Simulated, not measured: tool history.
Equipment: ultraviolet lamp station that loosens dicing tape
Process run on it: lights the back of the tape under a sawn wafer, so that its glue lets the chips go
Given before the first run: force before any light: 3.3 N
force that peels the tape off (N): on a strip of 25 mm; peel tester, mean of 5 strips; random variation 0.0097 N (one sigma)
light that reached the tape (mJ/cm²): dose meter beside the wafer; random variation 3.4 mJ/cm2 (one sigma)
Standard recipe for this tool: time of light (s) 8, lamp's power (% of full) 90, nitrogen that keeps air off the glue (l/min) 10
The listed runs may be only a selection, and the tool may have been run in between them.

run,hour,time of light (s),lamp's power (% of full),nitrogen that keeps air off the glue (l/min),force that peels the tape off (N),light that reached the tape (mJ/cm²)
1,0,8,90,10,0.501,476
2,26.3,8,90,10,0.49,472
3,58.6,8,90,10,0.526,467
4,87.4,8,66,10,0.856,338
5,107.7,8,66,10,0.834,339
6,137.1,8,66,10,0.862,329
7,168.3,8,89,10,0.582,437
8,201.2,8,89,10,0.591,437
9,220.2,13,90,10,0.286,704
# hour 223.2: window cleaned of glue's vapour
10,236.6,9,90,10,0.548,471
11,264,9,90,10,0.548,464
12,285.8,9,90,10,0.55,453
13,320,9,90,10,0.576,458
14,346,9,90,10,0.588,448
15,364.6,9,90,10,0.585,439
16,399.6,8,63,12,0.996,267
# hour 421.8: window cleaned of glue's vapour, once more
17,434.9,7,90,6,0.778,409
18,457.8,7,90,10,0.636,407
19,486,7,90,10,0.647,406
20,505.9,8,69,10,0.787,349
21,534.7,6,82,10,0.906,311
22,569.5,6,82,10,0.948,302
23,604.2,6,82,10,0.95,301
24,632.7,11,90,9,0.393,598
25,665.7,6,95,8,0.926,340
26,699.6,10,74,8,0.667,434
27,732.6,11,93,18,0.293,591

Run 28 comes next. What will it give?
28,753.1,13,62,9,?,?

Logged for run 28: force that peels the tape off (N) 0.554, light that reached the tape (mJ/cm²) 460.
The same run, on a tool lacking any hidden state, would have yielded force that peels the tape off (N) 0.354, light that reached the tape (mJ/cm²) 619.

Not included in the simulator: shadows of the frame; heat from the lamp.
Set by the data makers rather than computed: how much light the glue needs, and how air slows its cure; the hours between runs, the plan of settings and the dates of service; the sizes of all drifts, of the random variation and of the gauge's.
